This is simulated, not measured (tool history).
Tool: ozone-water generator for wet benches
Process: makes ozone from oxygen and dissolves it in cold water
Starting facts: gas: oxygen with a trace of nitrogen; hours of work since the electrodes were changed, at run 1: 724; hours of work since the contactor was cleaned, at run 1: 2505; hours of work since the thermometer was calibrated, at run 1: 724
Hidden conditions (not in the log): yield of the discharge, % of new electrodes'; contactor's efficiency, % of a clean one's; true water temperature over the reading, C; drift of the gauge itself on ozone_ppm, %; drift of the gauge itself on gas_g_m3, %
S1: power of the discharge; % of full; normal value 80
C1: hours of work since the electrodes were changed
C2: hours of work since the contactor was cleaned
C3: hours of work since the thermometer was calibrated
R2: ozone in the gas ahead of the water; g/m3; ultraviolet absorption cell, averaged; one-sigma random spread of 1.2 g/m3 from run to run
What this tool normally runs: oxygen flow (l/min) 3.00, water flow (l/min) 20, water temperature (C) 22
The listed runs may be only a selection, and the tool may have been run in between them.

{"run": 1, "day": 0.0, "S1": 80, "oxygen flow (l/min)": 3.0, "water flow (l/min)": 20, "water temperature (C)": 22, "C1": 724, "C2": 2505, "C3": 724, "dissolved ozone (ppm)": 17.2, "R2": 211.2}
{"run": 2, "day": 0.742, "S1": 80, "oxygen flow (l/min)": 3.0, "water flow (l/min)": 20, "water temperature (C)": 22, "C1": 738, "C2": 2520, "C3": 738, "dissolved ozone (ppm)": 16.9, "R2": 214.4}
{"run": 3, "day": 2.179, "S1": 80, "oxygen flow (l/min)": 3.0, "water flow (l/min)": 20, "water temperature (C)": 22, "C1": 766, "C2": 2547, "C3": 766, "dissolved ozone (ppm)": 16.7, "R2": 210.9}
{"run": 4, "day": 3.408, "S1": 80, "oxygen flow (l/min)": 3.0, "water flow (l/min)": 20, "water temperature (C)": 22, "C1": 790, "C2": 2571, "C3": 790, "dissolved ozone (ppm)": 17.2, "R2": 211.8}
{"run": 5, "day": 4.771, "S1": 80, "oxygen flow (l/min)": 4.92, "water flow (l/min)": 20, "water temperature (C)": 22, "C1": 816, "C2": 2597, "C3": 816, "dissolved ozone (ppm)": 17.2, "R2": 161.1}
{"run": 6, "day": 5.829, "S1": 80, "oxygen flow (l/min)": 3.0, "water flow (l/min)": 20, "water temperature (C)": 22, "C1": 836, "C2": 2617, "C3": 836, "dissolved ozone (ppm)": 16.8, "R2": 213.1}
{"run": 7, "day": 7.104, "S1": 80, "oxygen flow (l/min)": 4.99, "water flow (l/min)": 20, "water temperature (C)": 22, "C1": 861, "C2": 2642, "C3": 861, "dissolved ozone (ppm)": 17.2, "R2": 162.2}
{"run": 8, "day": 8.525, "S1": 80, "oxygen flow (l/min)": 4.99, "water flow (l/min)": 20, "water temperature (C)": 22, "C1": 888, "C2": 2669, "C3": 888, "dissolved ozone (ppm)": 17.1, "R2": 159.1}
{"run": 9, "day": 9.788, "S1": 80, "oxygen flow (l/min)": 4.99, "water flow (l/min)": 20, "water temperature (C)": 22, "C1": 912, "C2": 2694, "C3": 912, "dissolved ozone (ppm)": 17.4, "R2": 159.8}
{"run": 10, "day": 10.533, "S1": 80, "oxygen flow (l/min)": 1.51, "water flow (l/min)": 20, "water temperature (C)": 22, "C1": 927, "C2": 2708, "C3": 927, "dissolved ozone (ppm)": 14.9, "R2": 310.8}
{"run": 11, "day": 11.854, "S1": 80, "oxygen flow (l/min)": 1.51, "water flow (l/min)": 20, "water temperature (C)": 22, "C1": 952, "C2": 2733, "C3": 952, "dissolved ozone (ppm)": 15.1, "R2": 309.4}
{"run": 12, "day": 12.521, "S1": 80, "oxygen flow (l/min)": 3.0, "water flow (l/min)": 20, "water temperature (C)": 19, "C1": 965, "C2": 2746, "C3": 965, "dissolved ozone (ppm)": 17.6, "R2": 214.1}
{"run": 13, "day": 13.188, "S1": 80, "oxygen flow (l/min)": 3.0, "water flow (l/min)": 20, "water temperature (C)": 19, "C1": 978, "C2": 2759, "C3": 978, "dissolved ozone (ppm)": 17.7, "R2": 212.1}
{"run": 14, "day": 14.675, "S1": 80, "oxygen flow (l/min)": 3.0, "water flow (l/min)": 20, "water temperature (C)": 19, "C1": 1006, "C2": 2788, "C3": 1006, "dissolved ozone (ppm)": 17.3, "R2": 211.1}
{"run": 15, "day": 15.388, "S1": 80, "oxygen flow (l/min)": 3.0, "water flow (l/min)": 20, "water temperature (C)": 19, "C1": 1020, "C2": 2801, "C3": 1020, "dissolved ozone (ppm)": 17.8, "R2": 211.8}
{"run": 16, "day": 16.812, "S1": 80, "oxygen flow (l/min)": 2.65, "water flow (l/min)": 13, "water temperature (C)": 22, "C1": 1048, "C2": 2829, "C3": 1048, "dissolved ozone (ppm)": 24.3, "R2": 225.0}
{"run": 17, "day": 18.008, "S1": 80, "oxygen flow (l/min)": 5.3, "water flow (l/min)": 12, "water temperature (C)": 16, "C1": 1071, "C2": 2852, "C3": 1071, "dissolved ozone (ppm)": 26.9, "R2": 152.8}
{"run": 18, "day": 19.058, "S1": 80, "oxygen flow (l/min)": 5.3, "water flow (l/min)": 12, "water temperature (C)": 16, "C1": 1091, "C2": 2872, "C3": 1091, "dissolved ozone (ppm)": 26.8, "R2": 152.6}
{"run": 19, "day": 20.067, "S1": 46, "oxygen flow (l/min)": 4.48, "water flow (l/min)": 16, "water temperature (C)": 24, "C1": 1110, "C2": 2891, "C3": 1110, "dissolved ozone (ppm)": 14.8, "R2": 127.3}
{"run": 20, "day": 21.112, "S1": 59, "oxygen flow (l/min)": 4.09, "water flow (l/min)": 30, "water temperature (C)": 16, "C1": 1130, "C2": 2912, "C3": 1130, "dissolved ozone (ppm)": 10.5, "R2": 150.8}
{"run": 21, "day": 22.45, "S1": 59, "oxygen flow (l/min)": 4.09, "water flow (l/min)": 30, "water temperature (C)": 16, "C1": 1156, "C2": 2937, "C3": 1156, "dissolved ozone (ppm)": 10.6, "R2": 151.2}
{"run": 22, "day": 23.846, "S1": 54, "oxygen flow (l/min)": 1.72, "water flow (l/min)": 23, "water temperature (C)": 18, "C1": 1183, "C2": 2964, "C3": 1183, "dissolved ozone (ppm)": 11.2, "R2": 235.0}
{"run": 23, "day": 25.204, "S1": 54, "oxygen flow (l/min)": 3.09, "water flow (l/min)": 17, "water temperature (C)": 18, "C1": 1209, "C2": 2990, "C3": 1209, "dissolved ozone (ppm)": 16.7, "R2": 167.0}
{"run": 24, "day": 25.933, "S1": 54, "oxygen flow (l/min)": 3.09, "water flow (l/min)": 17, "water temperature (C)": 18, "C1": 1223, "C2": 3004, "C3": 1223, "dissolved ozone (ppm)": 16.9, "R2": 167.4}
{"run": 25, "day": 26.662, "S1": 54, "oxygen flow (l/min)": 3.09, "water flow (l/min)": 17, "water temperature (C)": 18, "C1": 1237, "C2": 3018, "C3": 1237, "dissolved ozone (ppm)": 16.5, "R2": 168.5}
{"run": 26, "day": 28.067, "S1": 61, "oxygen flow (l/min)": 2.83, "water flow (l/min)": 20, "water temperature (C)": 22, "C1": 1264, "C2": 3045, "C3": 1264, "dissolved ozone (ppm)": 14.4, "R2": 189.7}
{"run": 27, "day": 29.304, "S1": 61, "oxygen flow (l/min)": 2.83, "water flow (l/min)": 29, "water temperature (C)": 25, "C1": 1288, "C2": 3069, "C3": 1288, "dissolved ozone (ppm)": 9.7, "R2": 189.2}
{"run": 28, "day": 29.967, "S1": 61, "oxygen flow (l/min)": 2.83, "water flow (l/min)": 29, "water temperature (C)": 25, "C1": 1301, "C2": 3082, "C3": 1301, "dissolved ozone (ppm)": 9.7, "R2": 187.8}
{"run": 29, "day": 31.071, "S1": 43, "oxygen flow (l/min)": 1.89, "water flow (l/min)": 16, "water temperature (C)": 22, "C1": 1322, "C2": 3103, "C3": 1322, "dissolved ozone (ppm)": 14.1, "R2": 197.6}
{"run": 30, "day": 31.738, "S1": 80, "oxygen flow (l/min)": 3.0, "water flow (l/min)": 18, "water temperature (C)": 14, "C1": 1335, "C2": 3116, "C3": 1335, "dissolved ozone (ppm)": 20.0, "R2": 209.7}

Table of differences, measured result less the result of that run with no hidden state. Run-to-run variation is the same in both. Gauge scatter possibly is not:
run=1 dissolved_ozone_(ppm)=-0.5 R2=-1.9
run=2 dissolved_ozone_(ppm)=-0.5 R2=-1.9
run=3 dissolved_ozone_(ppm)=-0.5 R2=-2.1
run=4 dissolved_ozone_(ppm)=-0.5 R2=-2.1
run=5 dissolved_ozone_(ppm)=-0.6 R2=-1.7
run=6 dissolved_ozone_(ppm)=-0.6 R2=-2.3
run=7 dissolved_ozone_(ppm)=-0.6 R2=-1.8
run=8 dissolved_ozone_(ppm)=-0.6 R2=-1.9
run=9 dissolved_ozone_(ppm)=-0.6 R2=-1.9
run=10 dissolved_ozone_(ppm)=-0.5 R2=-3.9
run=11 dissolved_ozone_(ppm)=-0.5 R2=-4.1
run=12 dissolved_ozone_(ppm)=-0.6 R2=-2.9
run=13 dissolved_ozone_(ppm)=-0.6 R2=-2.9
run=14 dissolved_ozone_(ppm)=-0.7 R2=-2.9
run=15 dissolved_ozone_(ppm)=-0.6 R2=-3.1
run=16 dissolved_ozone_(ppm)=-0.7 R2=-3.4
run=17 dissolved_ozone_(ppm)=-0.8 R2=-2.3
run=18 dissolved_ozone_(ppm)=-0.8 R2=-2.4
run=19 dissolved_ozone_(ppm)=-0.4 R2=-1.4
run=20 dissolved_ozone_(ppm)=-0.4 R2=-2.1
run=21 dissolved_ozone_(ppm)=-0.4 R2=-2.2
run=22 dissolved_ozone_(ppm)=-0.4 R2=-3.2
run=23 dissolved_ozone_(ppm)=-0.5 R2=-2.4
run=24 dissolved_ozone_(ppm)=-0.5 R2=-2.4
run=25 dissolved_ozone_(ppm)=-0.6 R2=-2.5
run=26 dissolved_ozone_(ppm)=-0.6 R2=-3.1
run=27 dissolved_ozone_(ppm)=-0.4 R2=-3.2
run=28 dissolved_ozone_(ppm)=-0.5 R2=-3.2
run=29 dissolved_ozone_(ppm)=-0.5 R2=-2.7
run=30 dissolved_ozone_(ppm)=-0.8 R2=-4.3
